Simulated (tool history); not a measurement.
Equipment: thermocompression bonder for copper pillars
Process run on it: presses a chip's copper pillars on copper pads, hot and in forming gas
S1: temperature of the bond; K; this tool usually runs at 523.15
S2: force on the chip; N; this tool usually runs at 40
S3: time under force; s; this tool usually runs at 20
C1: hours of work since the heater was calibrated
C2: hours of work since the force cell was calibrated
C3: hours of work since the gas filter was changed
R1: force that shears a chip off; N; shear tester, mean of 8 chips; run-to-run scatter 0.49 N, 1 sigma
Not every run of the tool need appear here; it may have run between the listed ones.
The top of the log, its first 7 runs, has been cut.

Run 8, hour 362.3: usual settings but S1 537.15 K, S3 27 s; C1 1362; C2 115; C3 312. Result: R1 63.2 N.
Run 9, hour 403: usual settings but S1 537.15 K, S3 27 s; C1 1388; C2 141; C3 337. Result: R1 62.8 N.
At hour 420: heater calibrated with a thermocouple chip.
Run 10, hour 435.5: usual settings but S2 46 N; C1 10; C2 160; C3 357. Result: R1 50.4 N.
At hour 471.8: forming gas filter changed.
Run 11, hour 505.2: usual settings but S2 46 N; C1 53; C2 204; C3 21. Result: R1 54.7 N.
Run 12, hour 555.2: usual settings but S2 46 N, S3 17 s; C1 85; C2 235; C3 52. Result: R1 52 N.
Run 13, hour 584.4: usual settings but S2 46 N, S3 17 s; C1 103; C2 254; C3 71. Result: R1 51.5 N.
Run 14, hour 633.4: usual settings but S1 531.15 K, S2 46 N, S3 17 s; C1 134; C2 284; C3 102. Result: R1 56.5 N.
Run 15, hour 694.4: usual settings; C1 172; C2 323; C3 140. Result: R1 50 N.
Run 16, hour 728: usual settings; C1 193; C2 344; C3 161. Result: R1 48.9 N.
At hour 761.4: heater calibrated with a thermocouple chip, once more.
Run 17, hour 791.4: usual settings; C1 19; C2 382; C3 200. Result: R1 53.9 N.
Run 18, hour 825.1: usual settings; C1 40; C2 404; C3 221. Result: R1 53.9 N.
Run 19, hour 881.9: usual settings but S1 503.15 K, S2 57 N, S3 28 s; C1 76; C2 439; C3 257. Result: R1 51.3 N.
Run 20, hour 930.1: usual settings but S1 503.15 K, S2 38 N, S3 28 s; C1 106; C2 470; C3 287. Result: R1 42 N.

Predict the results of run 21:
Run 21, hour 995.6: usual settings but S2 32 N, S3 43 s; C1 147; C2 511; C3 328. Result: R1 ?.

Run 21 came out at R1 57.8 N.
Without the tool's hidden state the same run would have given R1 64.7 N.
